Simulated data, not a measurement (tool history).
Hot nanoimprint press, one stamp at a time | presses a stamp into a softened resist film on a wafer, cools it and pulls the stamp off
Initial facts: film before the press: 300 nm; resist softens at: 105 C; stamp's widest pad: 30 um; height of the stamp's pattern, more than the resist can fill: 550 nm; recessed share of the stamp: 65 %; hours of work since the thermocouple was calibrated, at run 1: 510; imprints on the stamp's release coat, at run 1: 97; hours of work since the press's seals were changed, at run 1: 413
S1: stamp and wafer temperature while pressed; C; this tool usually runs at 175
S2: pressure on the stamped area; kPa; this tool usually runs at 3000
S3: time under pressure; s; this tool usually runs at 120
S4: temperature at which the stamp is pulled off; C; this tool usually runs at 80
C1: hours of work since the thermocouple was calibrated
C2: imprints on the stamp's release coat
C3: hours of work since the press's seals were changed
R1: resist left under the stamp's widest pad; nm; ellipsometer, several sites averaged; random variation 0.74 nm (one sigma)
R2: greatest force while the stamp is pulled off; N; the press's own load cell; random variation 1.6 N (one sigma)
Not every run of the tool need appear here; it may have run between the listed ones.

run     day   S1    S2   S3  S4   C1   C2   C3     R1   R2
  1       0  175  3000  120  80  510   97  413  128.4  174
  2   1.142  175  3000  120  80  523  162  426  127.9  174
  3   2.375  175  3000  120  80  537  233  440  128.6  173
      3.304  -- plate thermocouple calibrated
  4    3.85  175  3000  120  80    6  310  455  127.4  172
  5   4.704  175  3000  104  80   16  358  465  135.4  171
  6   5.842  175  3000  104  80   29  423  478  134.7  172
  7   6.708  175  3000  120  80   39  473  488  129.2  171
  8   7.788  175  3000  120  80   51  535  500  126.7  172
  9   9.221  175  3000  120  80   67  616  516  128.8  173
 10  10.096  175  3870  120  80   77  666  526  113.8  172
     11.188  -- stamp cleaned and given a new release coat
 11  11.196  175  2780  120  76   87    1  536  134.7  182
 12  11.846  172  1850  131  79   95   38  543  174.1  173
 13  13.171  175  2020  120  75  110  114  559  154.4  185
 14  14.112  176  4540   85  81  120  168  569  116.8  170
 15  15.338  183  3000  120  80  134  237  583   91.2  171
 16  16.183  169  2270   86  81  144  286  593  203.7  168

Measured result minus the same run's result without the hidden state. Both carry the same run-to-run variation, though not necessarily the same gauge scatter:
Hidden state at play: true temperature over the reading, C; pressure that arrives at the usual setting, %; grip of the stamp's worn release coat, % over a new coat's; drift of the gauge itself on residual_nm, %; drift of the gauge itself on pull_off_n, %.
run    R1
  1  +0.3
  2  +0.4
  3  +0.5
  4  +0.5
  5  +0.7
  6  +0.9
  7    +1
  8  +1.1
  9  +1.3
 10  +1.3
 11  +1.7
 12  +2.2
 13  +2.2
 14  +1.8
 15  +1.6
 16  +3.5
R2: differs from the measured result by no more than 1 N in any run.

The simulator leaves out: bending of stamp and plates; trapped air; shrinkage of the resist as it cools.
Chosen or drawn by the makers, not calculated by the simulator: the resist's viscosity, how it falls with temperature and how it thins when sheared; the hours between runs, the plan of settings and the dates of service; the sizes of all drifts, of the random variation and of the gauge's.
